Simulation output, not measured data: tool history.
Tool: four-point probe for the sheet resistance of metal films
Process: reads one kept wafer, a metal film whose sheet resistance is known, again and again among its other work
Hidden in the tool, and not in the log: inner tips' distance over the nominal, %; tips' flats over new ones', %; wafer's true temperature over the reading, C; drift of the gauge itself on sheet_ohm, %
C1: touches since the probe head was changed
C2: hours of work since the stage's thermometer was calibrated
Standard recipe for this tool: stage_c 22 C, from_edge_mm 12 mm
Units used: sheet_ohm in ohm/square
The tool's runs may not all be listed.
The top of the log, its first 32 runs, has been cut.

run 33 hour=1756.9 | stage_c=31 from_edge_mm=9 | C1=67326 C2=704 | sheet_ohm=22.876255
run 34 hour=1807.5 | stage_c=22 from_edge_mm=12 | C1=68201 C2=731 | sheet_ohm=22.719013
run 35 hour=1868.7 | stage_c=22 from_edge_mm=12 | C1=69259 C2=762 | sheet_ohm=22.716856
run 36 hour=1933.4 | stage_c=29 from_edge_mm=45 | C1=70379 C2=796 | sheet_ohm=22.804784
run 37 hour=2001.7 | stage_c=21 from_edge_mm=8 | C1=71561 C2=831 | sheet_ohm=22.717014
run 38 hour=2080.8 | stage_c=22 from_edge_mm=4 | C1=72929 C2=872 | sheet_ohm=22.875404
run 39 hour=2134.9 | stage_c=22 from_edge_mm=4 | C1=73866 C2=901 | sheet_ohm=22.876982
run 40 hour=2190.0 | stage_c=21 from_edge_mm=4 | C1=74819 C2=929 | sheet_ohm=22.864756
run 41 hour=2255.7 | stage_c=21 from_edge_mm=12 | C1=75955 C2=963 | sheet_ohm=22.694838
run 42 hour=2308.8 | stage_c=22 from_edge_mm=12 | C1=76874 C2=991 | sheet_ohm=22.715709
run 43 hour=2375.0 | stage_c=24 from_edge_mm=74 | C1=78019 C2=1025 | sheet_ohm=22.720836
run 44 hour=2422.0 | stage_c=22 from_edge_mm=10 | C1=78831 C2=1049 | sheet_ohm=22.714628
run 45 hour=2477.3 | stage_c=22 from_edge_mm=10 | C1=79789 C2=1078 | sheet_ohm=22.722112
run 46 hour=2518.7 | stage_c=20 from_edge_mm=10 | C1=80505 C2=1100 | sheet_ohm=22.699075

Below are 3 alternative next runs, each starting from the tool's condition after run 46. Predict each:
run A hour=2585.8 | stage_c=18 from_edge_mm=3 | C1=81667 C2=1135 | sheet_ohm=?
run B hour=2585.8 | stage_c=20 from_edge_mm=12 | C1=81667 C2=1135 | sheet_ohm=?
run C hour=2585.8 | stage_c=32 from_edge_mm=44 | C1=81667 C2=1135 | sheet_ohm=?

run=A sheet_ohm=22.956825
run=B sheet_ohm=22.682038
run=C sheet_ohm=22.856443
Had the tool no hidden state, the same runs would have come out as:
run=A sheet_ohm=22.956489
run=B sheet_ohm=22.681703
run=C sheet_ohm=22.856099

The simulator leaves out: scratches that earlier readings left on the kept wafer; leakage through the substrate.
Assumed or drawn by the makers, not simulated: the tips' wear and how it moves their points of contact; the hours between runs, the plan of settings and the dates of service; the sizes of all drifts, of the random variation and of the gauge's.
